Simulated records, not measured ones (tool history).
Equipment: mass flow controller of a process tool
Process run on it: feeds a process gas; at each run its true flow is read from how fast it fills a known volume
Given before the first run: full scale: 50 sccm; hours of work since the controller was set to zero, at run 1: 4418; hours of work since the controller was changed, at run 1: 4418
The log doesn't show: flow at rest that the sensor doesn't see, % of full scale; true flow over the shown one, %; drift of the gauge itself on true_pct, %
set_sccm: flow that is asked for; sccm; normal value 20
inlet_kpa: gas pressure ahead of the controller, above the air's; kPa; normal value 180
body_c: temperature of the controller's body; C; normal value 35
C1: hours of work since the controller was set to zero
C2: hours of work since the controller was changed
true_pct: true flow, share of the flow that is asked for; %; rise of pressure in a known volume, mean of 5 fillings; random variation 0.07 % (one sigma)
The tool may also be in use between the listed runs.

run 1 hour=0 | set_sccm=20 inlet_kpa=180 body_c=35 | C1=4418 C2=4418 | true_pct=102.03
run 2 hour=117.2 | set_sccm=20 inlet_kpa=180 body_c=35 | C1=4469 C2=4469 | true_pct=102.1
run 3 hour=305.2 | set_sccm=20 inlet_kpa=180 body_c=35 | C1=4550 C2=4550 | true_pct=102.14
run 4 hour=507.9 | set_sccm=20 inlet_kpa=180 body_c=27 | C1=4638 C2=4638 | true_pct=101.99
run 5 hour=672.1 | set_sccm=20 inlet_kpa=180 body_c=27 | C1=4708 C2=4708 | true_pct=102.14
-- hour=689.9 controller's zero set anew
run 6 hour=884 | set_sccm=27 inlet_kpa=180 body_c=39 | C1=84 C2=4800 | true_pct=102.62
run 7 hour=1010.4 | set_sccm=8 inlet_kpa=236 body_c=31 | C1=139 C2=4854 | true_pct=105.85
run 8 hour=1120.4 | set_sccm=8 inlet_kpa=236 body_c=31 | C1=186 C2=4902 | true_pct=105.98
run 9 hour=1385.8 | set_sccm=8 inlet_kpa=236 body_c=31 | C1=301 C2=5017 | true_pct=106.12
-- hour=1573.5 controller's zero set anew, once more
run 10 hour=1620.4 | set_sccm=8 inlet_kpa=236 body_c=31 | C1=20 C2=5118 | true_pct=100.14

The same runs without the tool's hidden state, with the same run-to-run variation:
run=1 true_pct=98.82
run=2 true_pct=98.85
run=3 true_pct=98.84
run=4 true_pct=98.63
run=5 true_pct=98.72
run=6 true_pct=99.3
run=7 true_pct=98.22
run=8 true_pct=98.29
run=9 true_pct=98.26
run=10 true_pct=98.41

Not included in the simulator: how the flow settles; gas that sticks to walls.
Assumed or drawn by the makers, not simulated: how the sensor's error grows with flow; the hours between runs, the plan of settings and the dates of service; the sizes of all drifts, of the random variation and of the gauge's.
